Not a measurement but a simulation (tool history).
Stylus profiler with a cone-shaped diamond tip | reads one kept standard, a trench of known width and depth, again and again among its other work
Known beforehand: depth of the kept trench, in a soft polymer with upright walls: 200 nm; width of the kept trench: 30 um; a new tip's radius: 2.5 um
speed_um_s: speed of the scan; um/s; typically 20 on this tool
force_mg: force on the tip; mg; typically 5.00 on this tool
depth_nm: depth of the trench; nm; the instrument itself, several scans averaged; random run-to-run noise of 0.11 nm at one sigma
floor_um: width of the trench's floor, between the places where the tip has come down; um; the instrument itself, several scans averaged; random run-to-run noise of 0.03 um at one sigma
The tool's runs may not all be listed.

run     day  speed_um_s  force_mg  depth_nm  floor_um
  1   0.000          20      5.00    203.93     27.72
  2   2.912          20      1.69    201.65     27.71
  3   7.079          20      5.00    203.68     27.68
  4  11.092          20      5.00    203.91     27.73
  5  12.938          20      5.00    203.53     27.64
  6  16.479          20      5.00    203.60     27.70
  7  19.579          13      5.00    203.64     27.61
     19.821  -- height scale calibrated on a step standard
  8  22.638          48      5.00    203.05     27.61
  9  25.600          48      5.00    203.08     27.54
 10  28.104          48      5.00    203.22     27.51
 11  30.633           5      5.00    203.03     27.64
 12  33.475           6      8.52    205.02     27.60
 13  35.875           6      8.52    205.04     27.63
 14  38.592          44      3.61    202.02     27.48
 15  41.367          44      3.61    202.09     27.46
     42.688  -- height scale calibrated on a step standard, once more
 16  44.571           5      2.08    202.51     27.53
 17  48.421           8      2.07    202.39     27.50
 18  52.475          70      7.56    205.68     27.43
 19  56.104          70      7.56    205.69     27.38

Forecast each of these 4 alternatives for the next run:
  A  59.262          10     10.10         ?         ?
  B  59.262           7      5.86         ?         ?
  C  59.262          17      5.00         ?         ?
  D  59.262          78      9.77         ?         ?

run  depth_nm  floor_um
  A    206.96     27.49
  B    204.82     27.46
  C    204.24     27.46
  D    206.72     27.33
With the hidden condition removed and each run's random variation left untouched, the same runs would have given:
run  depth_nm  floor_um
  A    207.18     28.04
  B    205.04     28.01
  C    204.46     28.01
  D    206.94     27.88
